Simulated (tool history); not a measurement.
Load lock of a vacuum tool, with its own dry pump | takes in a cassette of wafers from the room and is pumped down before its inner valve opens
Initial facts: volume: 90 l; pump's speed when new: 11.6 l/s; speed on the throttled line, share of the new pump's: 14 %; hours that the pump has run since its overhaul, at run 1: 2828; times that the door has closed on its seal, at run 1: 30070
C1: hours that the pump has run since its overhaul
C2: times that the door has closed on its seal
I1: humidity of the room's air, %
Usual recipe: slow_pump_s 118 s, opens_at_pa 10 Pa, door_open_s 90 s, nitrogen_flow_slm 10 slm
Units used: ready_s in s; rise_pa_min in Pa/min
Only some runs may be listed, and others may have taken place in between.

Run 1, hour 0.0: usual settings; C1 2828; C2 30070; I1 44.9. Result: ready_s 179.4 s, rise_pa_min 0.243 Pa/min.
Run 2, hour 220.5: usual settings but slow_pump_s 79 s; C1 3049; C2 30651; I1 43.3. Result: ready_s 147.2 s, rise_pa_min 0.252 Pa/min.
At hour 381.1: door's seal changed, seat wiped.
Run 3, hour 560.0: usual settings but slow_pump_s 79 s; C1 3387; C2 471; I1 44.8. Result: ready_s 148.5 s, rise_pa_min 0.030 Pa/min.
Run 4, hour 859.0: usual settings; C1 3686; C2 1259; I1 44.0. Result: ready_s 179.1 s, rise_pa_min 0.030 Pa/min.
Run 5, hour 1079.7: usual settings but slow_pump_s 104 s; C1 3907; C2 1842; I1 48.5. Result: ready_s 169.9 s, rise_pa_min 0.037 Pa/min.
Run 6, hour 1378.4: usual settings; C1 4205; C2 2629; I1 45.8. Result: ready_s 182.5 s, rise_pa_min 0.043 Pa/min.
Run 7, hour 1524.9: usual settings; C1 4352; C2 3015; I1 48.8. Result: ready_s 181.8 s, rise_pa_min 0.035 Pa/min.
Run 8, hour 1745.3: usual settings; C1 4572; C2 3597; I1 48.6. Result: ready_s 181.6 s, rise_pa_min 0.039 Pa/min.
Run 9, hour 1952.9: usual settings; C1 4780; C2 4144; I1 48.3. Result: ready_s 183.4 s, rise_pa_min 0.043 Pa/min.
Run 10, hour 2310.4: usual settings; C1 5137; C2 5086; I1 43.1. Result: ready_s 183.2 s, rise_pa_min 0.044 Pa/min.
Run 11, hour 2651.2: usual settings but opens_at_pa 18 Pa, nitrogen_flow_slm 5 slm; C1 5478; C2 5985; I1 43.3. Result: ready_s 177.4 s, rise_pa_min 0.056 Pa/min.
Run 12, hour 2924.7: usual settings but slow_pump_s 196 s, nitrogen_flow_slm 8 slm; C1 5752; C2 6706; I1 44.6. Result: ready_s 251.2 s, rise_pa_min 0.055 Pa/min.
Run 13, hour 3115.2: usual settings but slow_pump_s 125 s, nitrogen_flow_slm 8 slm; C1 5942; C2 7209; I1 42.8. Result: ready_s 188.8 s, rise_pa_min 0.057 Pa/min.
Run 14, hour 3378.8: usual settings but slow_pump_s 125 s, nitrogen_flow_slm 8 slm; C1 6206; C2 7904; I1 44.2. Result: ready_s 189.8 s, rise_pa_min 0.059 Pa/min.
Run 15, hour 3672.6: usual settings but slow_pump_s 125 s, nitrogen_flow_slm 8 slm; C1 6500; C2 8678; I1 47.2. Result: ready_s 189.3 s, rise_pa_min 0.064 Pa/min.
Run 16, hour 4011.9: usual settings but slow_pump_s 179 s, opens_at_pa 19 Pa, door_open_s 52 s, nitrogen_flow_slm 38 slm; C1 6839; C2 9573; I1 42.6. Result: ready_s 231.2 s, rise_pa_min 0.045 Pa/min.
Run 17, hour 4182.6: usual settings but slow_pump_s 179 s, opens_at_pa 20 Pa, door_open_s 52 s, nitrogen_flow_slm 23 slm; C1 7010; C2 10023; I1 45.3. Result: ready_s 229.8 s, rise_pa_min 0.050 Pa/min.
Run 18, hour 4355.6: usual settings but slow_pump_s 222 s, door_open_s 127 s, nitrogen_flow_slm 9 slm; C1 7183; C2 10479; I1 44.0. Result: ready_s 272.8 s, rise_pa_min 0.074 Pa/min.
Run 19, hour 4522.8: usual settings but slow_pump_s 90 s, opens_at_pa 9 Pa; C1 7350; C2 10920; I1 46.0. Result: ready_s 165.1 s, rise_pa_min 0.068 Pa/min.
Run 20, hour 4827.2: usual settings but opens_at_pa 8 Pa, door_open_s 37 s, nitrogen_flow_slm 18 slm; C1 7654; C2 11723; I1 42.2. Result: ready_s 190.3 s, rise_pa_min 0.062 Pa/min.

Below, each run's measurement less what the same run would have read without the hidden state. Both values contain the same run-to-run variation, but the gauge's scatter may not be the same in both:
The tool's hidden condition here consists of: pump's speed, % of a new pump's; leak at the door's seal, Pa l/s; drift of the gauge itself on ready_s, %; drift of the gauge itself on rise_pa_min, %.
run  ready_s  rise_pa_min
  1     +5.0       +0.212
  2     +5.9       +0.220
  3     +6.6       +0.001
  4     +6.4       +0.002
  5     +7.0       +0.004
  6     +7.4       +0.006
  7     +7.5       +0.007
  8     +8.0       +0.009
  9     +8.4       +0.011
 10     +9.1       +0.014
 11     +8.6       +0.017
 12     +8.1       +0.020
 13    +10.3       +0.023
 14    +10.8       +0.025
 15    +11.4       +0.029
 16     +9.4       +0.033
 17     +9.4       +0.035
 18     +9.7       +0.038
 19    +14.7       +0.040
 20    +14.7       +0.045

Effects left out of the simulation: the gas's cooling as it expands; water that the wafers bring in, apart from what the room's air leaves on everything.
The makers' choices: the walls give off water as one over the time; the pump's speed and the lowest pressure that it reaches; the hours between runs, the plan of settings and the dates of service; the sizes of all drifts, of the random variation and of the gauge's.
